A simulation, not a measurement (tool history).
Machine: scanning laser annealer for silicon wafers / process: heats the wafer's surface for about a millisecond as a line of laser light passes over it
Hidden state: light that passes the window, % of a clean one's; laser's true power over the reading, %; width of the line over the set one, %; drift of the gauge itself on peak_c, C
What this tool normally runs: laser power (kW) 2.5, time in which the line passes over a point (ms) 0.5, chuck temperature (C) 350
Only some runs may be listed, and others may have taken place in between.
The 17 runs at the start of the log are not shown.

run,hour,laser power (kW),time in which the line passes over a point (ms),chuck temperature (C),hours of work since the window was cleaned,hours of work since the power meter was calibrated,hours of work since the optics were aligned,highest temperature of the surface (C)
18,489.5,2.5,0.5,313,155,814,350,1137
19,514.2,2.5,0.5,313,165,824,361,1139
20,549.5,2.5,0.5,313,180,839,376,1137
21,570.4,2.5,0.5,335,189,848,384,1156
22,609.3,2.245,0.5,360,205,864,401,1104
23,644.3,2.245,0.367,389,220,879,415,1013
24,676.1,2.5,0.618,350,233,892,428,1276
# hour 681: laser's power meter calibrated
25,711.2,2.5,0.523,347,246,13,442,1187
26,749.5,2.171,0.44,350,262,29,458,1021
27,774.8,2.241,0.384,370,273,39,468,1010
28,802.3,2.241,0.483,331,284,51,480,1059
# hour 833: laser's power meter calibrated, once more
29,844.8,2.241,0.483,331,301,5,496,1055
30,886.2,2.241,0.483,331,318,22,514,1053
31,927,2.407,0.483,331,335,39,531,1105
32,956.3,2.407,0.483,331,347,51,543,1097
33,990.1,2.174,0.361,355,362,66,557,950
34,1027.4,2.403,0.44,381,377,81,573,1110
35,1066.6,2.403,0.44,381,393,98,589,1106
36,1105.9,2.208,0.519,367,410,114,605,1105
37,1125.7,2.127,0.5,333,418,122,614,1029
38,1165.6,2.127,0.5,333,435,139,630,1028
39,1206.4,2.745,0.444,363,452,156,647,1183
40,1236.3,2.745,0.444,363,464,168,660,1178
41,1269,2.745,0.357,323,478,182,674,1044
42,1311.3,2.482,0.601,323,496,200,691,1210

Below are 3 alternative next runs, each starting from the tool's condition after run 42. Predict each:
A,1336.9,2.738,0.47,350,506,210,702,?
B,1336.9,2.483,0.5,367,506,210,702,?
C,1336.9,2.313,0.5,350,506,210,702,?

run,highest temperature of the surface (C)
A,1191
B,1165
C,1101
With the hidden condition removed and each run's random variation left untouched, the same runs would have given:
run,highest temperature of the surface (C)
A,1229
B,1201
C,1135
